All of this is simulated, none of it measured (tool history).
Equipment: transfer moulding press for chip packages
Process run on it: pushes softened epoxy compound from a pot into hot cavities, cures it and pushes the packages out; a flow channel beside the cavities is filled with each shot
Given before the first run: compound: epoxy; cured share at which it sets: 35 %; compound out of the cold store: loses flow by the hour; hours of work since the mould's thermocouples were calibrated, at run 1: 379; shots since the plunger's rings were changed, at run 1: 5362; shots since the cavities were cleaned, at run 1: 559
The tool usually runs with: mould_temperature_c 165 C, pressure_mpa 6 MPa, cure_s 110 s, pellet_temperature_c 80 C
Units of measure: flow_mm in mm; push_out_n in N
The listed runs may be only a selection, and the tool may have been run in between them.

| run | hour | mould_temperature_c | pressure_mpa | cure_s | pellet_temperature_c | hours of work since the mould's thermocouples were calibrated | shots since the plunger's rings were changed | shots since the cavities were cleaned | incoming compound's hours out of the cold store | flow_mm | push_out_n |
|---|---|---|---|---|---|---|---|---|---|---|---|
| 1 | 0 | 165 | 6 | 110 | 80 | 379 | 5362 | 559 | 15.9 | 558 | 998 |
| 2 | 11.6 | 165 | 6 | 103 | 80 | 387 | 5486 | 683 | 33 | 534 | 1128 |
|  | 17.4 | cavities cleaned with cleaning compound and waxed |
| 3 | 27.3 | 165 | 6 | 103 | 80 | 396 | 5639 | 106 | 34.1 | 521 | 665 |
| 4 | 38 | 165 | 6 | 103 | 80 | 403 | 5753 | 220 | 14 | 553 | 805 |
|  | 54.3 | plunger's sealing rings changed |
| 5 | 54.3 | 165 | 6 | 103 | 80 | 411 | 0 | 368 | 22.6 | 572 | 920 |
| 6 | 66.9 | 165 | 6 | 110 | 80 | 419 | 135 | 503 | 33.5 | 560 | 896 |
| 7 | 77.2 | 165 | 6 | 110 | 80 | 426 | 245 | 613 | 46.5 | 533 | 949 |
| 8 | 87.8 | 165 | 6 | 110 | 80 | 433 | 358 | 726 | 34.3 | 556 | 996 |
|  | 90.1 | cavities cleaned with cleaning compound and waxed |
| 9 | 98.1 | 165 | 6 | 110 | 80 | 438 | 453 | 85 | 47.9 | 535 | 598 |
| 10 | 113.5 | 165 | 5.12 | 110 | 80 | 448 | 618 | 250 | 31.2 | 516 | 731 |
| 11 | 126.6 | 165 | 5.12 | 110 | 80 | 457 | 758 | 390 | 29.7 | 517 | 847 |
| 12 | 133.5 | 165 | 5.12 | 110 | 80 | 461 | 833 | 465 | 38.2 | 493 | 869 |
| 13 | 149.6 | 165 | 6 | 110 | 85 | 471 | 1005 | 637 | 21.4 | 568 | 947 |
|  | 160.6 | cavities cleaned with cleaning compound and waxed |
| 14 | 167.4 | 165 | 6 | 110 | 85 | 482 | 1179 | 72 | 35.4 | 548 | 596 |
| 15 | 175.8 | 165 | 6 | 110 | 85 | 487 | 1269 | 162 | 34.6 | 546 | 664 |
| 16 | 185.5 | 167 | 6 | 110 | 83 | 493 | 1373 | 266 | 23.4 | 554 | 695 |
| 17 | 201.8 | 167 | 7.34 | 110 | 83 | 504 | 1548 | 441 | 44.5 | 590 | 798 |
| 18 | 216.8 | 167 | 7.34 | 110 | 83 | 513 | 1709 | 602 | 27.5 | 620 | 877 |
|  | 231.3 | cavities cleaned with cleaning compound and waxed |
| 19 | 234.8 | 169 | 4.57 | 116 | 85 | 524 | 1885 | 37 | 45.8 | 446 | 459 |
| 20 | 251.2 | 169 | 4.57 | 116 | 85 | 534 | 2061 | 213 | 46 | 454 | 606 |
| 21 | 265.2 | 169 | 4.57 | 116 | 85 | 543 | 2212 | 364 | 35.1 | 469 | 686 |
| 22 | 276.6 | 169 | 4.57 | 116 | 85 | 550 | 2333 | 485 | 25.1 | 471 | 778 |
| 23 | 287.5 | 164 | 6 | 110 | 80 | 557 | 2451 | 603 | 19.1 | 569 | 1009 |
| 24 | 295 | 158 | 5.21 | 112 | 81 | 562 | 2531 | 683 | 35.3 | 515 | 1338 |
|  | 301.1 | cavities cleaned with cleaning compound and waxed |
| 25 | 306.2 | 164 | 5.21 | 131 | 81 | 568 | 2634 | 54 | 35.8 | 499 | 481 |
| 26 | 313.6 | 169 | 5.21 | 131 | 81 | 573 | 2713 | 133 | 24.4 | 502 | 524 |
| 27 | 324.9 | 169 | 5.21 | 131 | 81 | 580 | 2835 | 255 | 18.6 | 521 | 611 |
| 28 | 332.9 | 173 | 7.34 | 131 | 88 | 585 | 2921 | 341 | 23.9 | 595 | 646 |
| 29 | 345.6 | 173 | 7.34 | 135 | 88 | 593 | 3057 | 477 | 19.9 | 606 | 715 |

Branching from run 29: 3 alternative next runs. What would each branch give?
| A | 357.4 | 173 | 5.98 | 117 | 77 | 601 | 3183 | 603 | 41.4 | ? | ? |
| B | 357.4 | 173 | 7.34 | 106 | 88 | 601 | 3183 | 603 | 20.9 | ? | ? |
| C | 357.4 | 165 | 7.34 | 135 | 77 | 601 | 3183 | 603 | 27.7 | ? | ? |

| run | flow_mm | push_out_n |
|---|---|---|
| A | 514 | 781 |
| B | 593 | 781 |
| C | 599 | 798 |
With no hidden state in the tool, these same runs would have given:
| run | flow_mm | push_out_n |
|---|---|---|
| A | 535 | 409 |
| B | 618 | 414 |
| C | 624 | 422 |
